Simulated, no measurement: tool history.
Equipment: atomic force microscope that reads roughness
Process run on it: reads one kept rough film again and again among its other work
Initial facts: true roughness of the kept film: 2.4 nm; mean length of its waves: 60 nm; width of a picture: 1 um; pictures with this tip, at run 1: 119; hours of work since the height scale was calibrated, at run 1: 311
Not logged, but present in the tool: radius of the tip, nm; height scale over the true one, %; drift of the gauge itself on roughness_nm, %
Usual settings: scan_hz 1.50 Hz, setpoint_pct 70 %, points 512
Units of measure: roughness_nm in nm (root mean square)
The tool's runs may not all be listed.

| run | day | scan_hz | setpoint_pct | points | pictures with this tip | hours of work since the height scale was calibrated | roughness_nm |
|---|---|---|---|---|---|---|---|
| 1 | 0.000 | 1.50 | 70 | 512 | 119 | 311 | 2.185 |
| 2 | 0.775 | 1.50 | 70 | 512 | 155 | 324 | 2.170 |
| 3 | 1.562 | 1.50 | 57 | 512 | 191 | 337 | 2.258 |
| 4 | 3.000 | 1.50 | 70 | 512 | 257 | 361 | 2.155 |
| 5 | 4.400 | 1.50 | 70 | 512 | 321 | 384 | 2.135 |
|  | 4.538 | new tip fitted |
| 6 | 5.912 | 1.50 | 70 | 512 | 63 | 409 | 2.184 |
| 7 | 7.075 | 1.50 | 70 | 512 | 116 | 428 | 2.182 |
| 8 | 8.121 | 1.50 | 70 | 512 | 164 | 445 | 2.153 |
| 9 | 8.950 | 1.50 | 70 | 680 | 202 | 459 | 2.169 |
| 10 | 9.996 | 1.50 | 70 | 680 | 250 | 476 | 2.167 |
| 11 | 10.896 | 1.50 | 66 | 512 | 292 | 491 | 2.181 |
|  | 11.596 | new tip fitted |
| 12 | 11.692 | 1.50 | 66 | 512 | 4 | 504 | 2.230 |
| 13 | 12.700 | 1.50 | 77 | 512 | 51 | 521 | 2.110 |
| 14 | 13.383 | 1.50 | 77 | 512 | 82 | 532 | 2.109 |
| 15 | 14.454 | 1.50 | 77 | 512 | 131 | 550 | 2.107 |
| 16 | 15.362 | 1.50 | 77 | 512 | 173 | 565 | 2.099 |
| 17 | 16.092 | 1.50 | 77 | 512 | 207 | 577 | 2.100 |
| 18 | 17.429 | 1.50 | 70 | 1014 | 268 | 599 | 2.157 |
|  | 18.654 | new tip fitted |
| 19 | 18.658 | 1.50 | 70 | 1014 | 0 | 619 | 2.209 |
| 20 | 19.579 | 1.50 | 70 | 1014 | 43 | 634 | 2.197 |
| 21 | 20.304 | 2.31 | 70 | 512 | 76 | 646 | 2.107 |
| 22 | 21.542 | 2.31 | 70 | 512 | 133 | 667 | 2.097 |
| 23 | 22.533 | 1.50 | 70 | 512 | 178 | 683 | 2.181 |
| 24 | 23.212 | 1.50 | 70 | 512 | 210 | 695 | 2.168 |
| 25 | 23.954 | 1.50 | 70 | 512 | 244 | 707 | 2.157 |
| 26 | 25.429 | 1.28 | 70 | 512 | 311 | 731 | 2.182 |
|  | 25.788 | new tip fitted |
| 27 | 26.258 | 1.28 | 56 | 263 | 22 | 745 | 2.303 |
| 28 | 27.125 | 1.28 | 76 | 263 | 61 | 759 | 2.161 |
| 29 | 28.654 | 1.28 | 89 | 619 | 132 | 784 | 1.998 |
| 30 | 29.558 | 1.28 | 89 | 619 | 173 | 799 | 1.997 |
| 31 | 31.004 | 1.28 | 89 | 619 | 239 | 823 | 1.988 |
| 32 | 31.812 | 1.28 | 89 | 619 | 277 | 837 | 1.970 |
| 33 | 32.558 | 1.28 | 89 | 619 | 311 | 849 | 1.981 |
|  | 32.867 | new tip fitted |
| 34 | 33.379 | 1.28 | 89 | 619 | 24 | 862 | 2.028 |
| 35 | 34.183 | 1.28 | 67 | 793 | 60 | 875 | 2.247 |
| 36 | 35.221 | 1.28 | 67 | 793 | 108 | 893 | 2.224 |
| 37 | 36.458 | 3.99 | 62 | 838 | 165 | 913 | 2.069 |
| 38 | 37.875 | 3.99 | 62 | 838 | 230 | 937 | 2.078 |
| 39 | 39.017 | 0.57 | 66 | 548 | 283 | 956 | 2.284 |
|  | 39.917 | new tip fitted |
| 40 | 40.612 | 0.67 | 56 | 493 | 32 | 982 | 2.341 |
| 41 | 41.433 | 0.85 | 56 | 565 | 70 | 995 | 2.334 |
| 42 | 42.417 | 1.50 | 70 | 323 | 115 | 1012 | 2.189 |
| 43 | 43.662 | 1.50 | 70 | 318 | 172 | 1032 | 2.174 |
| 44 | 44.329 | 1.50 | 70 | 318 | 203 | 1043 | 2.172 |
| 45 | 45.817 | 1.50 | 78 | 386 | 271 | 1068 | 2.080 |
| 46 | 46.921 | 1.50 | 78 | 386 | 321 | 1086 | 2.074 |
|  | 47.038 | new tip fitted |
| 47 | 48.225 | 1.50 | 78 | 386 | 54 | 1107 | 2.113 |
| 48 | 49.579 | 1.50 | 78 | 386 | 117 | 1130 | 2.109 |
| 49 | 50.383 | 0.67 | 80 | 386 | 154 | 1143 | 2.232 |
| 50 | 51.958 | 3.16 | 69 | 386 | 226 | 1169 | 2.024 |
| 51 | 53.492 | 1.77 | 57 | 727 | 296 | 1195 | 2.234 |
|  | 54.129 | new tip fitted |
| 52 | 54.279 | 1.08 | 70 | 512 | 7 | 1207 | 2.268 |

Hidden state or all else? Some run-to-run changes of roughness_nm, split into what the settings, what came in and random variation would give without the hidden state, and what is left for the hidden state (with any gauge scatter that isn't in both results):
Run 11 -> 12: new tip fitted. roughness_nm +0.049 nm (root mean square): hidden state +0.041, all else +0.008.
Run 26 -> 27: setpoint_pct 70 -> 56, points 512 -> 263, new tip fitted. roughness_nm +0.121 nm (root mean square): hidden state +0.040, all else +0.081.
Run 34 -> 35: setpoint_pct 89 -> 67, points 619 -> 793. roughness_nm +0.219 nm (root mean square): hidden state -0.005, all else +0.224.
Run 49 -> 50: scan_hz 0.67 -> 3.16, setpoint_pct 80 -> 69. roughness_nm -0.208 nm (root mean square): hidden state -0.007, all else -0.201.
Run 50 -> 51: scan_hz 3.16 -> 1.77, setpoint_pct 69 -> 57, points 386 -> 727. roughness_nm +0.210 nm (root mean square): hidden state -0.011, all else +0.221.
Run 51 -> 52: scan_hz 1.77 -> 1.08, setpoint_pct 57 -> 70, points 727 -> 512, new tip fitted. roughness_nm +0.034 nm (root mean square): hidden state +0.043, all else -0.009.
